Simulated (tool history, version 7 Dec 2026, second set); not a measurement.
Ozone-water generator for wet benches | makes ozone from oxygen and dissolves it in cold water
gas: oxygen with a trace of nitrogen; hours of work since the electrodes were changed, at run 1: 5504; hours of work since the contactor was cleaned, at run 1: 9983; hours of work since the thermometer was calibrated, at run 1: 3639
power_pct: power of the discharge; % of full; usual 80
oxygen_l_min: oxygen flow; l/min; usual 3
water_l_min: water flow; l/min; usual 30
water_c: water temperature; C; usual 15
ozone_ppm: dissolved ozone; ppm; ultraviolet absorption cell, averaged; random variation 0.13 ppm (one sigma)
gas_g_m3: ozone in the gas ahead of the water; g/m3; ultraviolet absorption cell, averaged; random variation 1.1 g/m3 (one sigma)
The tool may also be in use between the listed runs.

run	hour	power_pct	oxygen_l_min	water_l_min	water_c	hours of work since the electrodes were changed	hours of work since the contactor was cleaned	hours of work since the thermometer was calibrated	ozone_ppm	gas_g_m3
1	0	80	3	30	15	5504	9983	3639	12.5	195.3
2	77.2	80	3.67	30	15	5580	10059	3714	13.1	178.2
3	157.4	80	3.67	30	15	5658	10137	3792	13.1	177.5
4	244.1	80	3.67	30	15	5743	10222	3877	13.3	177.9
5	392.1	80	3.67	30	15	5888	10367	4022	13.2	177.6
6	476.1	80	3.67	30	15	5970	10449	4104	13.2	178.3
7	611.1	80	3.67	30	15	6102	10581	4236	13.2	181
# hour 684: water thermometer calibrated
8	760.5	80	3	30	18	6247	10727	75	12.2	198.1
9	845.9	80	3	30	18	6331	10810	158	12.3	199.5
10	981.7	80	3	30	18	6464	10943	291	12.2	198
11	1083.9	80	3	30	18	6564	11043	391	12.4	199.3
12	1232.6	80	3	30	18	6709	11188	537	12.4	199.5
13	1295.3	80	3	30	18	6770	11250	598	12.2	200.8
# hour 1330.5: contactor cleaned
14	1448.4	58	3	30	18	6916	115	744	9.6	156
15	1584.6	58	3	30	18	7049	249	877	9.8	157.5
16	1655.4	80	3	30	8	7119	318	946	13.1	200.1
17	1782.3	80	3	30	15	7243	442	1070	12.8	200.7
18	1929.3	80	3	30	15	7387	586	1214	12.8	201.8
19	2005	88	3	46	12	7461	660	1288	8.9	215.1
20	2095	61	5.1	27	8	7549	748	1376	13.4	122.9
21	2239.7	49	1.6	29	8	7690	889	1518	7.8	197.2
22	2376.9	49	1.6	29	8	7824	1023	1652	7.8	195.7
23	2444.1	94	1.6	24	13	7890	1089	1717	14.8	318.8
24	2547.3	84	3	25	15	7991	1190	1818	15.4	207.9
25	2620.7	80	1.72	30	15	8063	1262	1890	10.8	272.8
26	2742.6	53	1.52	39	15	8182	1381	2009	5.8	214.9
27	2885.7	80	3	22	15	8322	1521	2149	16.8	204.3

The next listed run, before its measurement:
28	2996.3	80	3	22	15	8430	1629	2258	?	?

{"run 28": {"ozone_ppm": 16.7, "gas_g_m3": 199.1}}
Without the tool's hidden state the same run would have given ozone_ppm 16.7 ppm, gas_g_m3 194.5 g/m3.
